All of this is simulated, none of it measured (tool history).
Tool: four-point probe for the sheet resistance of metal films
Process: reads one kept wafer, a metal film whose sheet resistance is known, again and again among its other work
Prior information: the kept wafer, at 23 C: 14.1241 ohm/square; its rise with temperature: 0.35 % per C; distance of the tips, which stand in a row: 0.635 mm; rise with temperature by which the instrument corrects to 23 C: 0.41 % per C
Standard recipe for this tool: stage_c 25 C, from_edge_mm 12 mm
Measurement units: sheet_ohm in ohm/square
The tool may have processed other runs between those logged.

Run 1, hour 0.0: usual settings. Result: sheet_ohm 14.110386 ohm/square.
Run 2, hour 14.8: usual settings. Result: sheet_ohm 14.104342 ohm/square.
Run 3, hour 32.5: usual settings but stage_c 18 C. Result: sheet_ohm 14.167482 ohm/square.
Run 4, hour 54.9: usual settings but stage_c 18 C. Result: sheet_ohm 14.172647 ohm/square.
Run 5, hour 69.8: usual settings but from_edge_mm 6 mm. Result: sheet_ohm 14.171850 ohm/square.
Run 6, hour 91.2: usual settings. Result: sheet_ohm 14.102125 ohm/square.
Run 7, hour 114.8: usual settings. Result: sheet_ohm 14.106474 ohm/square.
Run 8, hour 132.7: usual settings. Result: sheet_ohm 14.102253 ohm/square.
Run 9, hour 145.4: usual settings. Result: sheet_ohm 14.108986 ohm/square.
Run 10, hour 164.2: usual settings but stage_c 31 C, from_edge_mm 15 mm. Result: sheet_ohm 14.047297 ohm/square.
Run 11, hour 177.3: usual settings but stage_c 31 C, from_edge_mm 15 mm. Result: sheet_ohm 14.046899 ohm/square.

Run 12 has not been measured yet. What should we expect?
Run 12, hour 197.4: usual settings but stage_c 31 C, from_edge_mm 15 mm. Result: sheet_ohm ?.

sheet_ohm: 14.044125 ohm/square
The same run, on a tool lacking any hidden state, would have yielded sheet_ohm 14.069483 ohm/square.
